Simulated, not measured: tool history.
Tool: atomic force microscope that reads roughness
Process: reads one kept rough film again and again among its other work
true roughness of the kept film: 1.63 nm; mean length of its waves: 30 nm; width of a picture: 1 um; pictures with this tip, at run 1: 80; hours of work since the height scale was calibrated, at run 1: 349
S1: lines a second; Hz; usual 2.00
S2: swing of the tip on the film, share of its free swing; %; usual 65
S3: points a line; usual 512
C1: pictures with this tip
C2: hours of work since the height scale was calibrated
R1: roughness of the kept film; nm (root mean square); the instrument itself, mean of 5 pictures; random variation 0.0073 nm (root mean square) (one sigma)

run   hour    S1  S2   S3   C1   C2     R1
  1    0.0  2.00  65  512   80  349  1.401
  2   21.7  2.00  65  512  117  366  1.374
      27.1  -- new tip fitted
  3   51.2  2.00  65  512   42  388  1.454
  4   68.6  2.00  73  512   71  401  1.380
  5   84.7  2.00  73  512   99  413  1.354
     101.0  -- new tip fitted
  6  111.0  2.00  73  451   17  432  1.465
  7  132.0  2.00  73  451   53  448  1.404
  8  156.0  2.00  65  512   94  466  1.391
     159.7  -- height scale calibrated on a step standard
     174.6  -- new tip fitted
  9  174.9  2.00  65  572    0   11  1.517
 10  189.3  2.00  65  572   25   22  1.473
 11  204.1  2.00  65  572   50   33  1.428
 12  217.2  2.00  65  814   73   43  1.418
 13  245.5  2.00  65  512  121   64  1.352
     247.7  -- new tip fitted
 14  270.2  0.52  65  512   39   82  1.493
 15  290.2  0.90  65  512   73   97  1.446
     301.1  -- height scale calibrated on a step standard, once more
 16  310.1  0.90  65  512  106    7  1.393
     322.4  -- new tip fitted
 17  337.1  2.00  80  651   25   27  1.412
 18  362.8  2.00  60  512   69   46  1.423
 19  390.1  2.00  60  512  116   67  1.375
     397.1  -- new tip fitted
 20  411.2  2.00  60  512   24   82  1.486
 21  424.1  1.93  77  745   47   92  1.409
 22  451.2  1.93  77  745   93  112  1.363
 23  464.8  1.93  84  456  116  122  1.291
     471.8  -- new tip fitted
 24  488.7  2.00  76  656   29  140  1.438
 25  508.2  2.00  76  656   63  155  1.384

Forecast each of these 3 alternatives for the next run:
  A  537.4  0.56  64  514  113  177   ?
  B  537.4  2.00  65  272  113  177   ?
  C  537.4  3.02  77  512  113  177   ?

run     R1
  A  1.401
  B  1.352
  C  1.284
Without the tool's hidden state the same runs would have given:
run     R1
  A  1.548
  B  1.493
  C  1.418

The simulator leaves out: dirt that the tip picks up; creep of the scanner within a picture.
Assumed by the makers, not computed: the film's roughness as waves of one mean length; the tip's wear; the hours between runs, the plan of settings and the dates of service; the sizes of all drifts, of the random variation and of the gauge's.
